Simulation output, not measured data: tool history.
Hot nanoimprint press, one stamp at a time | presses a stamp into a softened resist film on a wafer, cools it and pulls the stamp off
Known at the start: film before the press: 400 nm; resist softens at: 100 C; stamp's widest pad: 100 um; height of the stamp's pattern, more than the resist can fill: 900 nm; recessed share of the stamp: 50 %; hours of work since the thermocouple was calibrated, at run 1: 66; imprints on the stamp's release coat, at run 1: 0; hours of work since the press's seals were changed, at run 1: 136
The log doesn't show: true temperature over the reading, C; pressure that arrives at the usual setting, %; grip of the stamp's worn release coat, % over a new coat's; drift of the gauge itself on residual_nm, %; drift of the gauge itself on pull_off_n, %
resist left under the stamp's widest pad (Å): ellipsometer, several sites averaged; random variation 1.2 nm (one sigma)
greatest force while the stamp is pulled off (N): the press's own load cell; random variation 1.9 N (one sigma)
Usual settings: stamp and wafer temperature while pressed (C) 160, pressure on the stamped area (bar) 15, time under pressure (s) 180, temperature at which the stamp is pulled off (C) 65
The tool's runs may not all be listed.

| run | hour | stamp and wafer temperature while pressed (C) | pressure on the stamped area (bar) | time under pressure (s) | temperature at which the stamp is pulled off (C) | hours of work since the thermocouple was calibrated | imprints on the stamp's release coat | hours of work since the press's seals were changed | resist left under the stamp's widest pad (Å) | greatest force while the stamp is pulled off (N) |
|---|---|---|---|---|---|---|---|---|---|---|
| 1 | 0 | 160 | 15 | 180 | 65 | 66 | 0 | 136 | 1839 | 104 |
| 2 | 34.4 | 160 | 15 | 180 | 65 | 89 | 147 | 159 | 1847 | 106 |
| 3 | 65.5 | 160 | 15 | 180 | 65 | 110 | 280 | 179 | 1826 | 106 |
| 4 | 96.7 | 160 | 15 | 180 | 65 | 131 | 414 | 200 | 1869 | 109 |
| 5 | 119.2 | 160 | 15 | 180 | 65 | 146 | 510 | 215 | 1849 | 109 |
| 6 | 152.4 | 160 | 15 | 180 | 65 | 168 | 652 | 238 | 1873 | 114 |
| 7 | 169.7 | 160 | 15 | 180 | 65 | 180 | 726 | 249 | 1884 | 112 |
| 8 | 197.9 | 160 | 15 | 180 | 50 | 198 | 847 | 268 | 1863 | 143 |
| 9 | 228.5 | 160 | 15 | 180 | 50 | 219 | 978 | 289 | 1898 | 144 |
| 10 | 248.2 | 160 | 15 | 180 | 50 | 232 | 1062 | 302 | 1867 | 145 |
| 11 | 265.7 | 160 | 15 | 180 | 50 | 244 | 1137 | 313 | 1894 | 149 |
| 12 | 289.4 | 160 | 15 | 186 | 65 | 260 | 1239 | 329 | 1880 | 119 |
| 13 | 313.8 | 160 | 15 | 186 | 68 | 276 | 1343 | 346 | 1890 | 109 |
| 14 | 338.8 | 160 | 15 | 180 | 65 | 293 | 1450 | 362 | 1901 | 117 |
| 15 | 370 | 160 | 15 | 180 | 65 | 314 | 1584 | 383 | 1934 | 121 |
| 16 | 399.1 | 160 | 15 | 167 | 65 | 333 | 1708 | 403 | 1989 | 120 |
|  | 408.3 | stamp cleaned and given a new release coat |
| 17 | 440.4 | 160 | 15 | 167 | 65 | 357 | 137 | 426 | 1985 | 108 |
|  | 452.4 | plate thermocouple calibrated |
| 18 | 459 | 153 | 15 | 101 | 62 | 4 | 204 | 437 | 3148 | 110 |
| 19 | 484.8 | 153 | 15 | 101 | 62 | 22 | 314 | 454 | 3135 | 110 |
| 20 | 517.7 | 154 | 12.4 | 101 | 57 | 44 | 455 | 476 | 3129 | 126 |
| 21 | 547.9 | 154 | 12.4 | 101 | 57 | 64 | 585 | 496 | 3164 | 128 |
| 22 | 583.5 | 168 | 15.7 | 92 | 65 | 88 | 737 | 520 | 1477 | 111 |
| 23 | 603.7 | 168 | 15.7 | 92 | 65 | 101 | 823 | 534 | 1482 | 113 |
| 24 | 622 | 168 | 15.7 | 92 | 65 | 114 | 902 | 546 | 1484 | 111 |
| 25 | 648.1 | 158 | 9.4 | 244 | 64 | 131 | 1013 | 563 | 2271 | 114 |
| 26 | 667.5 | 153 | 15.6 | 180 | 65 | 144 | 1097 | 576 | 2776 | 114 |
| 27 | 687.3 | 159 | 13.1 | 236 | 65 | 157 | 1181 | 590 | 1916 | 114 |
| 28 | 703.6 | 168 | 15.2 | 327 | 63 | 168 | 1251 | 600 | 889 | 125 |
| 29 | 723.8 | 165 | 15.2 | 327 | 52 | 182 | 1337 | 614 | 1062 | 144 |
| 30 | 743.7 | 160 | 19.9 | 273 | 64 | 195 | 1423 | 627 | 1440 | 123 |

The same runs without the tool's hidden state, with the same run-to-run variation:
| run | resist left under the stamp's widest pad (Å) | greatest force while the stamp is pulled off (N) |
|---|---|---|
| 1 | 1832 | 104 |
| 2 | 1831 | 105 |
| 3 | 1802 | 104 |
| 4 | 1837 | 105 |
| 5 | 1810 | 105 |
| 6 | 1825 | 108 |
| 7 | 1831 | 105 |
| 8 | 1803 | 133 |
| 9 | 1829 | 133 |
| 10 | 1794 | 133 |
| 11 | 1816 | 136 |
| 12 | 1796 | 108 |
| 13 | 1799 | 98 |
| 14 | 1803 | 103 |
| 15 | 1826 | 106 |
| 16 | 1872 | 105 |
| 17 | 1859 | 106 |
| 18 | 3120 | 108 |
| 19 | 3101 | 108 |
| 20 | 3092 | 121 |
| 21 | 3121 | 122 |
| 22 | 1425 | 104 |
| 23 | 1426 | 106 |
| 24 | 1424 | 103 |
| 25 | 2197 | 105 |
| 26 | 2680 | 104 |
| 27 | 1828 | 103 |
| 28 | 840 | 112 |
| 29 | 998 | 130 |
| 30 | 1341 | 110 |
